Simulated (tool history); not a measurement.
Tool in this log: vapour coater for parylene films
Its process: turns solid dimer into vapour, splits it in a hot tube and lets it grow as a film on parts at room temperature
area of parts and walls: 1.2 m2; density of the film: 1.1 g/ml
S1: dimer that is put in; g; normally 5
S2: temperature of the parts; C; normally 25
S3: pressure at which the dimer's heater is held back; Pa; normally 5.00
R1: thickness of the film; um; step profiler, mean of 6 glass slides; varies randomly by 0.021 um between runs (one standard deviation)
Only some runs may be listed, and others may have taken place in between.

run 1 day=0.000 | S1=5 S2=25 S3=5.00 | R1=2.45
run 2 day=1.271 | S1=5 S2=19 S3=5.00 | R1=3.17
run 3 day=2.754 | S1=5 S2=19 S3=5.00 | R1=3.20
run 4 day=3.788 | S1=2 S2=25 S3=5.00 | R1=0.97
run 5 day=5.338 | S1=2 S2=25 S3=5.00 | R1=0.97
run 6 day=6.288 | S1=2 S2=25 S3=5.00 | R1=0.96
run 7 day=7.412 | S1=2 S2=25 S3=5.00 | R1=0.97
run 8 day=8.688 | S1=5 S2=34 S3=5.00 | R1=1.58
run 9 day=9.608 | S1=2 S2=25 S3=5.00 | R1=0.95
run 10 day=11.033 | S1=5 S2=25 S3=5.00 | R1=2.35
run 11 day=11.912 | S1=5 S2=25 S3=5.00 | R1=2.37
run 12 day=12.904 | S1=5 S2=25 S3=6.31 | R1=2.20
run 13 day=13.883 | S1=5 S2=25 S3=5.00 | R1=2.36
run 14 day=15.408 | S1=5 S2=25 S3=5.00 | R1=2.37
run 15 day=16.517 | S1=4 S2=25 S3=5.00 | R1=1.89
run 16 day=18.017 | S1=4 S2=25 S3=5.00 | R1=1.87
run 17 day=18.875 | S1=3 S2=25 S3=5.00 | R1=1.41
run 18 day=19.746 | S1=3 S2=25 S3=5.00 | R1=1.40
run 19 day=21.275 | S1=3 S2=25 S3=5.00 | R1=1.37
run 20 day=22.329 | S1=3 S2=25 S3=5.00 | R1=1.40
run 21 day=23.079 | S1=3 S2=25 S3=5.00 | R1=1.38
run 22 day=24.071 | S1=5 S2=23 S3=5.00 | R1=2.53
run 23 day=24.921 | S1=5 S2=25 S3=7.44 | R1=2.10
run 24 day=26.500 | S1=5 S2=19 S3=7.44 | R1=2.79
run 25 day=27.658 | S1=5 S2=19 S3=7.44 | R1=2.79
-- day=28.996 trap's valve overhauled
run 26 day=29.342 | S1=5 S2=19 S3=7.44 | R1=2.98
run 27 day=30.388 | S1=5 S2=22 S3=5.00 | R1=2.86
run 28 day=31.242 | S1=3 S2=21 S3=3.31 | R1=1.95
run 29 day=32.596 | S1=3 S2=21 S3=3.31 | R1=1.99
run 30 day=33.650 | S1=5 S2=37 S3=2.22 | R1=1.72
run 31 day=34.350 | S1=5 S2=37 S3=2.22 | R1=1.69
run 32 day=35.654 | S1=5 S2=37 S3=2.22 | R1=1.71
run 33 day=36.579 | S1=8 S2=19 S3=8.60 | R1=4.52
run 34 day=37.350 | S1=8 S2=17 S3=10.79 | R1=4.66
run 35 day=38.567 | S1=3 S2=25 S3=5.00 | R1=1.45
run 36 day=39.946 | S1=6 S2=28 S3=11.57 | R1=2.02
run 37 day=41.429 | S1=6 S2=28 S3=11.57 | R1=2.03
run 38 day=42.142 | S1=4 S2=20 S3=11.57 | R1=1.99
run 39 day=43.083 | S1=4 S2=20 S3=11.57 | R1=2.00
run 40 day=44.300 | S1=4 S2=20 S3=11.57 | R1=1.98
run 41 day=44.942 | S1=5 S2=33 S3=4.39 | R1=1.69
run 42 day=45.683 | S1=4 S2=24 S3=5.00 | R1=2.02
run 43 day=46.592 | S1=4 S2=24 S3=5.00 | R1=1.99
run 44 day=47.912 | S1=3 S2=19 S3=4.66 | R1=1.91
run 45 day=48.592 | S1=5 S2=31 S3=5.22 | R1=1.77
run 46 day=49.262 | S1=5 S2=25 S3=2.17 | R1=2.88
run 47 day=50.600 | S1=8 S2=31 S3=7.12 | R1=2.57
run 48 day=52.112 | S1=4 S2=35 S3=3.50 | R1=1.29

The same runs without the tool's hidden state, with the same run-to-run variation:
Hidden state present: vapour lost through the trap's worn valve, %; true temperature of the parts over the reading, C; drift of the gauge itself on film_um, %.
run=1 R1=2.54
run=2 R1=3.30
run=3 R1=3.34
run=4 R1=1.02
run=5 R1=1.02
run=6 R1=1.01
run=7 R1=1.02
run=8 R1=1.66
run=9 R1=1.00
run=10 R1=2.50
run=11 R1=2.52
run=12 R1=2.35
run=13 R1=2.52
run=14 R1=2.54
run=15 R1=2.03
run=16 R1=2.01
run=17 R1=1.51
run=18 R1=1.51
run=19 R1=1.48
run=20 R1=1.52
run=21 R1=1.51
run=22 R1=2.75
run=23 R1=2.29
run=24 R1=3.06
run=25 R1=3.06
run=26 R1=3.04
run=27 R1=2.92
run=28 R1=2.00
run=29 R1=2.04
run=30 R1=1.76
run=31 R1=1.74
run=32 R1=1.77
run=33 R1=4.67
run=34 R1=4.83
run=35 R1=1.51
run=36 R1=2.11
run=37 R1=2.12
run=38 R1=2.08
run=39 R1=2.09
run=40 R1=2.08
run=41 R1=1.78
run=42 R1=2.12
run=43 R1=2.09
run=44 R1=2.02
run=45 R1=1.87
run=46 R1=3.05
run=47 R1=2.73
run=48 R1=1.37

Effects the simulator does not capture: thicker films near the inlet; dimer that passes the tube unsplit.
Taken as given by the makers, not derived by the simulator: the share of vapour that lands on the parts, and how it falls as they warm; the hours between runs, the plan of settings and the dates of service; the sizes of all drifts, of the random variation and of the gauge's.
